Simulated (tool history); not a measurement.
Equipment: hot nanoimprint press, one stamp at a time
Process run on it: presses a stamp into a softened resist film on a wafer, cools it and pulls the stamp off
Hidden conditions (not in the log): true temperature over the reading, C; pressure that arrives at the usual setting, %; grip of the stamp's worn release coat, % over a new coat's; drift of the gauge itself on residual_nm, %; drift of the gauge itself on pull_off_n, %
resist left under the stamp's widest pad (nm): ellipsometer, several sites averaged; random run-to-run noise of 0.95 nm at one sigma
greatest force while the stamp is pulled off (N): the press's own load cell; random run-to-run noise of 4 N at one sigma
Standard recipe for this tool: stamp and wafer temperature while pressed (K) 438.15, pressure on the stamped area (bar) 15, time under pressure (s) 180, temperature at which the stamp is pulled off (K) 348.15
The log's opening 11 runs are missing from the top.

run,hour,stamp and wafer temperature while pressed (K),pressure on the stamped area (bar),time under pressure (s),temperature at which the stamp is pulled off (K),hours of work since the thermocouple was calibrated,imprints on the stamp's release coat,hours of work since the press's seals were changed,resist left under the stamp's widest pad (nm),greatest force while the stamp is pulled off (N)
12,475.7,438.15,15,180,338.15,390,245,469,274.2,244
13,535,438.15,15,180,338.15,422,403,501,273.8,256
14,571.2,438.15,15,180,338.15,442,499,521,273.2,256
15,605.8,438.15,15,180,338.15,462,591,541,271.5,269
16,660.3,438.15,15,180,338.15,492,737,571,272,281
17,699.5,438.15,15,180,338.15,513,841,593,269.8,283
# hour 706.9: plate thermocouple calibrated
18,742,441.15,15,180,338.15,19,946,614,233,289
# hour 770: stamp cleaned and given a new release coat
19,802.1,432.15,20.4,348,340.15,49,85,644,257,217
# hour 819.8: plate thermocouple calibrated, once more
20,848.8,427.15,19.6,342,337.15,16,202,668,362.9,252
21,880.3,437.15,15,269,348.15,33,286,686,268.3,203
22,922,447.15,15,180,344.15,57,397,709,186.3,235
23,958.9,449.15,10.4,180,354.15,77,495,729,202.1,190
24,1015.8,438.15,15,180,344.15,109,647,761,288.7,247
# hour 1027.2: press's hydraulic seals changed and the load cell set to zero
25,1074.3,440.15,23.5,159,345.15,136,781,26,218.9,244
26,1098.9,438.15,19.8,127,345.15,150,847,40,284.1,261
27,1130.6,429.15,15,180,337.15,168,931,57,404,288
# hour 1165.8: stamp cleaned and given a new release coat
28,1172,429.15,15,185,336.15,187,16,77,401.3,237
29,1216.8,443.15,23,135,354.15,212,136,102,201.3,174
30,1251.5,443.15,23,135,354.15,231,228,121,201.2,177

Below are 4 alternative next runs, each starting from the tool's condition after run 30. Predict each:
A,1299.9,443.15,15.4,284,354.15,258,357,148,?,?
B,1299.9,443.15,23,135,347.15,258,357,148,?,?
C,1299.9,438.15,13.1,180,348.15,258,357,148,?,?
D,1299.9,437.15,23,195,348.15,258,357,148,?,?

run,resist left under the stamp's widest pad (nm),greatest force while the stamp is pulled off (N)
A,183.2,182
B,201.2,221
C,296.9,208
D,240.7,206
With no hidden state in the tool, these same runs would have given:
run,resist left under the stamp's widest pad (nm),greatest force while the stamp is pulled off (N)
A,184.2,165
B,201.9,201
C,298.3,189
D,241.6,187

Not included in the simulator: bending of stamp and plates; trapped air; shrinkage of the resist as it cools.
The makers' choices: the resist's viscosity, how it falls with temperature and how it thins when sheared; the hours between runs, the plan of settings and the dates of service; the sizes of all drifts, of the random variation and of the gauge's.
